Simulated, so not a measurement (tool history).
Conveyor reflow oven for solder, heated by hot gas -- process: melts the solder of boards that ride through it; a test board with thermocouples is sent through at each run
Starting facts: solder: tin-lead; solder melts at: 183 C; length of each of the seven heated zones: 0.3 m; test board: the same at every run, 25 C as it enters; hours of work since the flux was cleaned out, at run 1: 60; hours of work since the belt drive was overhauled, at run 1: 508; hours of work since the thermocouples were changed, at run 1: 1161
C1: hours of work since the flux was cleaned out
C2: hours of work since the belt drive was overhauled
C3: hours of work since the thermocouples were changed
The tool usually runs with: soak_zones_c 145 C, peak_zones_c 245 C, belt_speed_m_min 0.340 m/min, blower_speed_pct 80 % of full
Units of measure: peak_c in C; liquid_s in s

run 1 day=0.000 | soak_zones_c=145 peak_zones_c=245 belt_speed_m_min=0.340 blower_speed_pct=80 | C1=60 C2=508 C3=1161 | peak_c=228.6 liquid_s=92.9
run 2 day=3.067 | soak_zones_c=145 peak_zones_c=245 belt_speed_m_min=0.340 blower_speed_pct=80 | C1=94 C2=543 C3=1195 | peak_c=227.0 liquid_s=94.0
run 3 day=4.854 | soak_zones_c=145 peak_zones_c=245 belt_speed_m_min=0.340 blower_speed_pct=80 | C1=114 C2=563 C3=1215 | peak_c=228.4 liquid_s=93.1
run 4 day=7.342 | soak_zones_c=145 peak_zones_c=245 belt_speed_m_min=0.340 blower_speed_pct=69 | C1=143 C2=591 C3=1243 | peak_c=226.1 liquid_s=91.6
run 5 day=10.571 | soak_zones_c=145 peak_zones_c=245 belt_speed_m_min=0.340 blower_speed_pct=80 | C1=179 C2=627 C3=1280 | peak_c=226.1 liquid_s=92.1
-- day=10.858 thermocouples of zones 6 and 7 changed
-- day=12.908 flux residue cleaned out of gas plates and filters
run 6 day=14.108 | soak_zones_c=145 peak_zones_c=245 belt_speed_m_min=0.340 blower_speed_pct=80 | C1=13 C2=664 C3=34 | peak_c=232.6 liquid_s=97.7
run 7 day=16.221 | soak_zones_c=146 peak_zones_c=237 belt_speed_m_min=0.340 blower_speed_pct=80 | C1=37 C2=688 C3=58 | peak_c=225.0 liquid_s=92.8
run 8 day=18.104 | soak_zones_c=160 peak_zones_c=258 belt_speed_m_min=0.340 blower_speed_pct=80 | C1=59 C2=709 C3=79 | peak_c=244.9 liquid_s=112.2
run 9 day=21.471 | soak_zones_c=145 peak_zones_c=254 belt_speed_m_min=0.340 blower_speed_pct=80 | C1=97 C2=747 C3=117 | peak_c=238.7 liquid_s=101.0
run 10 day=23.483 | soak_zones_c=145 peak_zones_c=254 belt_speed_m_min=0.340 blower_speed_pct=80 | C1=119 C2=769 C3=140 | peak_c=238.5 liquid_s=100.8
run 11 day=26.429 | soak_zones_c=142 peak_zones_c=254 belt_speed_m_min=0.340 blower_speed_pct=81 | C1=152 C2=803 C3=173 | peak_c=238.1 liquid_s=99.4
run 12 day=29.100 | soak_zones_c=142 peak_zones_c=254 belt_speed_m_min=0.340 blower_speed_pct=81 | C1=183 C2=833 C3=203 | peak_c=238.4 liquid_s=99.5

Each row is a separate what-if for the run after 12, all from the same tool condition, not one after another. Results?
-- day=31.179 flux residue cleaned out of gas plates and filters
run A day=32.629 | soak_zones_c=145 peak_zones_c=245 belt_speed_m_min=0.340 blower_speed_pct=54 | C1=16 C2=870 C3=241 | peak_c=? liquid_s=?
-- day=31.179 flux residue cleaned out of gas plates and filters
run B day=32.629 | soak_zones_c=145 peak_zones_c=239 belt_speed_m_min=0.355 blower_speed_pct=56 | C1=16 C2=870 C3=241 | peak_c=? liquid_s=?
-- day=31.179 flux residue cleaned out of gas plates and filters
run C day=32.629 | soak_zones_c=142 peak_zones_c=254 belt_speed_m_min=0.316 blower_speed_pct=81 | C1=16 C2=870 C3=241 | peak_c=? liquid_s=?
-- day=31.179 flux residue cleaned out of gas plates and filters
run D day=32.629 | soak_zones_c=142 peak_zones_c=254 belt_speed_m_min=0.340 blower_speed_pct=60 | C1=16 C2=870 C3=241 | peak_c=? liquid_s=?

run=A peak_c=225.9 liquid_s=91.8
run=B peak_c=220.5 liquid_s=83.0
run=C peak_c=241.8 liquid_s=108.9
run=D peak_c=234.5 liquid_s=97.8
With the hidden condition removed and each run's random variation left untouched, the same runs would have given:
run=A peak_c=226.5 liquid_s=90.9
run=B peak_c=221.1 liquid_s=82.3
run=C peak_c=242.5 liquid_s=107.7
run=D peak_c=235.1 liquid_s=96.7
